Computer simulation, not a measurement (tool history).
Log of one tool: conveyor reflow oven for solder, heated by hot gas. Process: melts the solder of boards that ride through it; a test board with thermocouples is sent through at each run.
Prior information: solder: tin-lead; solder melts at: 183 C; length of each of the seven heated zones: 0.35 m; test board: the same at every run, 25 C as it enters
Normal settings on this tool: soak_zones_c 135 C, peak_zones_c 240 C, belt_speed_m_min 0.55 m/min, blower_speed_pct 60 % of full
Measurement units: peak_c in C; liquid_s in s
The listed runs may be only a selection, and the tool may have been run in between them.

| run | hour | soak_zones_c | peak_zones_c | belt_speed_m_min | blower_speed_pct | peak_c | liquid_s |
|---|---|---|---|---|---|---|---|
| 1 | 0 | 135 | 240 | 0.55 | 60 | 217.3 | 56 |
| 2 | 8.1 | 130 | 240 | 0.55 | 60 | 216.1 | 53.3 |
| 3 | 18.7 | 123 | 240 | 0.55 | 60 | 215 | 49.8 |
| 4 | 25.5 | 123 | 240 | 0.55 | 60 | 214.6 | 49.5 |
| 5 | 33.3 | 123 | 240 | 0.55 | 60 | 214.8 | 49.7 |
| 6 | 47.4 | 123 | 240 | 0.55 | 60 | 214.5 | 49.8 |
| 7 | 61.2 | 123 | 240 | 0.55 | 60 | 214.7 | 49.9 |
| 8 | 73.2 | 135 | 240 | 0.55 | 60 | 217.1 | 56 |
| 9 | 88.1 | 135 | 240 | 0.55 | 60 | 217.4 | 56 |
| 10 | 96 | 135 | 240 | 0.55 | 60 | 217.1 | 55.8 |
| 11 | 103.7 | 135 | 241 | 0.55 | 60 | 217.9 | 56.4 |
| 12 | 114.2 | 135 | 238 | 0.55 | 60 | 215.6 | 54.3 |
| 13 | 127.1 | 135 | 240 | 0.55 | 60 | 217.2 | 55.5 |
| 14 | 138.5 | 135 | 240 | 0.55 | 60 | 217.1 | 55.6 |
| 15 | 145.7 | 135 | 240 | 0.55 | 60 | 217.3 | 55.4 |
| 16 | 157 | 135 | 240 | 0.55 | 60 | 217.1 | 55.4 |
| 17 | 167.7 | 135 | 240 | 0.463 | 60 | 223.2 | 73 |
| 18 | 174 | 135 | 240 | 0.463 | 56 | 222.2 | 71.8 |
|  | 181.2 | flux residue cleaned out of gas plates and filters |
| 19 | 192.9 | 135 | 240 | 0.518 | 75 | 224.8 | 66 |
| 20 | 205.6 | 135 | 240 | 0.518 | 75 | 224.2 | 65.9 |
| 21 | 216.7 | 135 | 242 | 0.446 | 60 | 227.8 | 79.3 |
| 22 | 223.3 | 135 | 255 | 0.446 | 60 | 239.4 | 86.9 |
| 23 | 230.1 | 150 | 240 | 0.592 | 60 | 219.4 | 58.8 |
| 24 | 237.1 | 150 | 240 | 0.592 | 60 | 219.1 | 58.7 |
| 25 | 246.6 | 150 | 233 | 0.592 | 50 | 210.8 | 50.9 |
| 26 | 253 | 150 | 233 | 0.592 | 50 | 210.3 | 50.7 |
| 27 | 262.9 | 150 | 233 | 0.592 | 50 | 210.4 | 50.7 |
| 28 | 270 | 142 | 230 | 0.61 | 50 | 205.1 | 39.9 |
| 29 | 279.7 | 140 | 255 | 0.654 | 60 | 225 | 52.9 |
| 30 | 288.6 | 123 | 240 | 0.57 | 84 | 221 | 53.7 |
| 31 | 303 | 143 | 232 | 0.557 | 66 | 214 | 55.7 |

Alternative continuations, all from the tool just after run 31; predict every row:
| A | 317.3 | 143 | 232 | 0.62 | 58 | ? | ? |
| B | 317.3 | 139 | 232 | 0.638 | 70 | ? | ? |
| C | 317.3 | 143 | 232 | 0.623 | 66 | ? | ? |

| run | peak_c | liquid_s |
|---|---|---|
| A | 208.7 | 44.1 |
| B | 209.6 | 43.1 |
| C | 210.6 | 45.8 |
The same runs, with their run-to-run variation unchanged, on a tool lacking any hidden condition would have given:
| run | peak_c | liquid_s |
|---|---|---|
| A | 209.2 | 44.1 |
| B | 210.1 | 43.2 |
| C | 211.1 | 45.8 |

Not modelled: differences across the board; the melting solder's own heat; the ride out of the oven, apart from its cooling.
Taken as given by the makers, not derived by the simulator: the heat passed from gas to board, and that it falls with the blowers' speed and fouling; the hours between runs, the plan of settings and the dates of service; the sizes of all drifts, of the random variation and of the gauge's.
